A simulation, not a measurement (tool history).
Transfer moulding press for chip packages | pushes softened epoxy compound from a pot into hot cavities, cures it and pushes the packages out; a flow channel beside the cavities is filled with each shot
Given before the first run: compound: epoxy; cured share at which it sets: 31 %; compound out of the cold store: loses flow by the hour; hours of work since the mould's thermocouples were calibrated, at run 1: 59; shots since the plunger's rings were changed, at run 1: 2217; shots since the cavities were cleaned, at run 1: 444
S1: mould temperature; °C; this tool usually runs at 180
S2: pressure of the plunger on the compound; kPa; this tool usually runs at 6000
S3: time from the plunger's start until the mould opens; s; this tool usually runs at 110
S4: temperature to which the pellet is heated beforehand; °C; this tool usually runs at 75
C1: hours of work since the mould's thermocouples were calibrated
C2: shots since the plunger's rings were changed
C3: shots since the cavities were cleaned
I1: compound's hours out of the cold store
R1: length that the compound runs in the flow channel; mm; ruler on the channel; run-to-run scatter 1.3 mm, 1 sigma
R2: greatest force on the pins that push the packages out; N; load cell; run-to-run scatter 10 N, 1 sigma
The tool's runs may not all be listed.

Run 1, hour 0.0: usual settings; C1 59; C2 2217; C3 444; I1 45.8. Result: R1 941 mm, R2 476 N.
Run 2, hour 22.9: usual settings; C1 74; C2 2482; C3 709; I1 9.3. Result: R1 1042 mm, R2 474 N.
At hour 30.8: plunger's sealing rings changed.
Run 3, hour 59.1: usual settings but S2 6320 kPa; C1 96; C2 326; C3 1097; I1 31.0. Result: R1 1003 mm, R2 479 N.
At hour 69.5: cavities cleaned with cleaning compound and waxed.
Run 4, hour 95.6: usual settings but S4 66 °C; C1 120; C2 730; C3 301; I1 30.1. Result: R1 983 mm, R2 463 N.
Run 5, hour 126.5: usual settings but S4 66 °C; C1 140; C2 1087; C3 658; I1 19.3. Result: R1 1011 mm, R2 480 N.
Run 6, hour 153.2: usual settings but S4 66 °C; C1 157; C2 1394; C3 965; I1 14.4. Result: R1 1025 mm, R2 494 N.
At hour 175.5: cavities cleaned with cleaning compound and waxed.
Run 7, hour 189.5: usual settings but S4 66 °C; C1 180; C2 1795; C3 161; I1 33.0. Result: R1 972 mm, R2 461 N.
Run 8, hour 213.2: usual settings but S4 66 °C; C1 196; C2 2069; C3 435; I1 17.9. Result: R1 1015 mm, R2 485 N.
Run 9, hour 235.5: usual settings; C1 211; C2 2326; C3 692; I1 16.9. Result: R1 1016 mm, R2 465 N.
At hour 256.8: plunger's sealing rings changed.
Run 10, hour 269.5: usual settings but S3 103 s; C1 231; C2 145; C3 1055; I1 42.0. Result: R1 949 mm, R2 515 N.
At hour 282.0: cavities cleaned with cleaning compound and waxed.
Run 11, hour 306.6: usual settings; C1 255; C2 556; C3 284; I1 34.0. Result: R1 969 mm, R2 474 N.
Run 12, hour 322.2: usual settings but S1 178 °C, S3 115 s; C1 265; C2 737; C3 465; I1 24.1. Result: R1 1001 mm, R2 460 N.
Run 13, hour 348.9: usual settings but S1 178 °C, S3 115 s; C1 283; C2 1044; C3 772; I1 46.5. Result: R1 943 mm, R2 460 N.
Run 14, hour 382.8: usual settings but S1 178 °C, S3 115 s; C1 305; C2 1436; C3 1164; I1 47.8. Result: R1 939 mm, R2 470 N.
At hour 387.2: cavities cleaned with cleaning compound and waxed.
Run 15, hour 411.3: usual settings but S1 174 °C, S3 121 s; C1 323; C2 1747; C3 279; I1 17.5. Result: R1 1035 mm, R2 534 N.
Run 16, hour 432.6: usual settings but S1 181 °C, S2 5880 kPa, S4 77 °C; C1 337; C2 1992; C3 524; I1 22.7. Result: R1 989 mm, R2 433 N.
Run 17, hour 467.4: usual settings but S1 181 °C, S2 6100 kPa, S4 73 °C; C1 360; C2 2394; C3 926; I1 23.8. Result: R1 1004 mm, R2 448 N.
At hour 484.7: plunger's sealing rings changed.
At hour 493.8: cavities cleaned with cleaning compound and waxed.
Run 18, hour 497.0: usual settings but S1 181 °C, S2 5040 kPa, S3 125 s, S4 72 °C; C1 377; C2 126; C3 38; I1 11.5. Result: R1 947 mm, R2 421 N.
Run 19, hour 525.6: usual settings but S1 181 °C, S2 5040 kPa, S3 125 s, S4 83 °C; C1 395; C2 455; C3 367; I1 20.5. Result: R1 917 mm, R2 395 N.

Run 20 has not been measured yet. What should we expect?
At hour 532.1: mould's thermocouples calibrated.
Run 20, hour 553.6: usual settings but S1 186 °C, S2 5370 kPa, S3 131 s, S4 81 °C; C1 14; C2 755; C3 667; I1 37.4. Result: R1 ?, R2 ?.

Run 20 gave R1 897 mm, R2 407 N.
Without the tool's hidden state the same run would have given R1 897 mm, R2 401 N.
